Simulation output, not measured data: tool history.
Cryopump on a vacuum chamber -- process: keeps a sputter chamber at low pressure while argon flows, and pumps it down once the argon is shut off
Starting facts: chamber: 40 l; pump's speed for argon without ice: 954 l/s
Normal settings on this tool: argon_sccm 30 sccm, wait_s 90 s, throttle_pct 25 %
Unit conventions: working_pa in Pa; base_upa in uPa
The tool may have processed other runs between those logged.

run 1 hour=0.0 | argon_sccm=30 wait_s=90 throttle_pct=25 | working_pa=0.2233 base_upa=1.77
run 2 hour=15.8 | argon_sccm=30 wait_s=90 throttle_pct=25 | working_pa=0.2243 base_upa=1.80
run 3 hour=24.6 | argon_sccm=30 wait_s=90 throttle_pct=19 | working_pa=0.2905 base_upa=1.79
run 4 hour=43.9 | argon_sccm=30 wait_s=90 throttle_pct=19 | working_pa=0.2920 base_upa=1.83
run 5 hour=61.9 | argon_sccm=30 wait_s=90 throttle_pct=19 | working_pa=0.2960 base_upa=1.85
run 6 hour=75.2 | argon_sccm=30 wait_s=90 throttle_pct=19 | working_pa=0.2934 base_upa=1.81
run 7 hour=85.7 | argon_sccm=57 wait_s=90 throttle_pct=25 | working_pa=0.4290 base_upa=1.81
run 8 hour=107.4 | argon_sccm=57 wait_s=90 throttle_pct=25 | working_pa=0.4288 base_upa=1.80
run 9 hour=124.9 | argon_sccm=57 wait_s=90 throttle_pct=25 | working_pa=0.4285 base_upa=1.88
run 10 hour=143.5 | argon_sccm=57 wait_s=90 throttle_pct=25 | working_pa=0.4294 base_upa=1.85
run 11 hour=161.8 | argon_sccm=57 wait_s=90 throttle_pct=25 | working_pa=0.4286 base_upa=1.91
run 12 hour=183.4 | argon_sccm=30 wait_s=39 throttle_pct=25 | working_pa=0.2262 base_upa=3.53
run 13 hour=193.8 | argon_sccm=30 wait_s=39 throttle_pct=25 | working_pa=0.2268 base_upa=3.51
run 14 hour=211.6 | argon_sccm=30 wait_s=39 throttle_pct=25 | working_pa=0.2290 base_upa=3.52
run 15 hour=222.6 | argon_sccm=30 wait_s=39 throttle_pct=25 | working_pa=0.2293 base_upa=3.51
run 16 hour=236.3 | argon_sccm=30 wait_s=90 throttle_pct=25 | working_pa=0.2281 base_upa=1.82
run 17 hour=256.0 | argon_sccm=47 wait_s=90 throttle_pct=25 | working_pa=0.3577 base_upa=1.88
run 18 hour=273.1 | argon_sccm=47 wait_s=90 throttle_pct=25 | working_pa=0.3578 base_upa=1.87
run 19 hour=294.4 | argon_sccm=13 wait_s=268 throttle_pct=25 | working_pa=0.1005 base_upa=1.04
run 20 hour=306.1 | argon_sccm=29 wait_s=138 throttle_pct=25 | working_pa=0.2237 base_upa=1.48
run 21 hour=324.1 | argon_sccm=30 wait_s=90 throttle_pct=52 | working_pa=0.1205 base_upa=1.88
run 22 hour=338.1 | argon_sccm=30 wait_s=90 throttle_pct=52 | working_pa=0.1222 base_upa=1.89
run 23 hour=350.5 | argon_sccm=30 wait_s=190 throttle_pct=24 | working_pa=0.2417 base_upa=1.25
run 24 hour=362.1 | argon_sccm=30 wait_s=254 throttle_pct=25 | working_pa=0.2312 base_upa=1.05
run 25 hour=380.8 | argon_sccm=15 wait_s=53 throttle_pct=21 | working_pa=0.1365 base_upa=2.83
run 26 hour=391.6 | argon_sccm=17 wait_s=24 throttle_pct=21 | working_pa=0.1556 base_upa=5.30
run 27 hour=402.8 | argon_sccm=17 wait_s=24 throttle_pct=21 | working_pa=0.1564 base_upa=5.54
run 28 hour=417.2 | argon_sccm=50 wait_s=110 throttle_pct=16 | working_pa=0.5825 base_upa=1.75
run 29 hour=436.0 | argon_sccm=24 wait_s=53 throttle_pct=25 | working_pa=0.1864 base_upa=2.79
run 30 hour=455.9 | argon_sccm=14 wait_s=125 throttle_pct=25 | working_pa=0.1089 base_upa=1.48
run 31 hour=467.8 | argon_sccm=30 wait_s=21 throttle_pct=23 | working_pa=0.2512 base_upa=6.12
run 32 hour=479.0 | argon_sccm=30 wait_s=21 throttle_pct=23 | working_pa=0.2511 base_upa=6.14
run 33 hour=490.3 | argon_sccm=15 wait_s=28 throttle_pct=25 | working_pa=0.1167 base_upa=4.81
run 34 hour=506.4 | argon_sccm=59 wait_s=28 throttle_pct=43 | working_pa=0.2881 base_upa=4.76

Measured result minus the same run's result without the hidden state. Both carry the same run-to-run variation, though not necessarily the same gauge scatter:
The hidden state here: pump's speed, % of a pump's without ice; cold plate's temperature, K; leak into the chamber, uPa l/s; drift of the gauge itself on working_pa, %; drift of the gauge itself on base_upa, %.
run=1 working_pa=+0.0116 base_upa=+0.20
run=2 working_pa=+0.0119 base_upa=+0.20
run=3 working_pa=+0.0119 base_upa=+0.21
run=4 working_pa=+0.0123 base_upa=+0.22
run=5 working_pa=+0.0129 base_upa=+0.22
run=6 working_pa=+0.0131 base_upa=+0.23
run=7 working_pa=+0.0251 base_upa=+0.22
run=8 working_pa=+0.0259 base_upa=+0.23
run=9 working_pa=+0.0265 base_upa=+0.25
run=10 working_pa=+0.0272 base_upa=+0.24
run=11 working_pa=+0.0278 base_upa=+0.26
run=12 working_pa=+0.0151 base_upa=+0.26
run=13 working_pa=+0.0153 base_upa=+0.26
run=14 working_pa=+0.0158 base_upa=+0.26
run=15 working_pa=+0.0161 base_upa=+0.27
run=16 working_pa=+0.0163 base_upa=+0.27
run=17 working_pa=+0.0261 base_upa=+0.28
run=18 working_pa=+0.0267 base_upa=+0.29
run=19 working_pa=+0.0076 base_upa=+0.29
run=20 working_pa=+0.0173 base_upa=+0.30
run=21 working_pa=+0.0184 base_upa=+0.29
run=22 working_pa=+0.0186 base_upa=+0.30
run=23 working_pa=+0.0190 base_upa=+0.30
run=24 working_pa=+0.0192 base_upa=+0.30
run=25 working_pa=+0.0098 base_upa=+0.33
run=26 working_pa=+0.0112 base_upa=+0.32
run=27 working_pa=+0.0115 base_upa=+0.34
run=28 working_pa=+0.0338 base_upa=+0.35
run=29 working_pa=+0.0167 base_upa=+0.34
run=30 working_pa=+0.0099 base_upa=+0.33
run=31 working_pa=+0.0215 base_upa=+0.35
run=32 working_pa=+0.0218 base_upa=+0.36
run=33 working_pa=+0.0110 base_upa=+0.37
run=34 working_pa=+0.0445 base_upa=+0.37
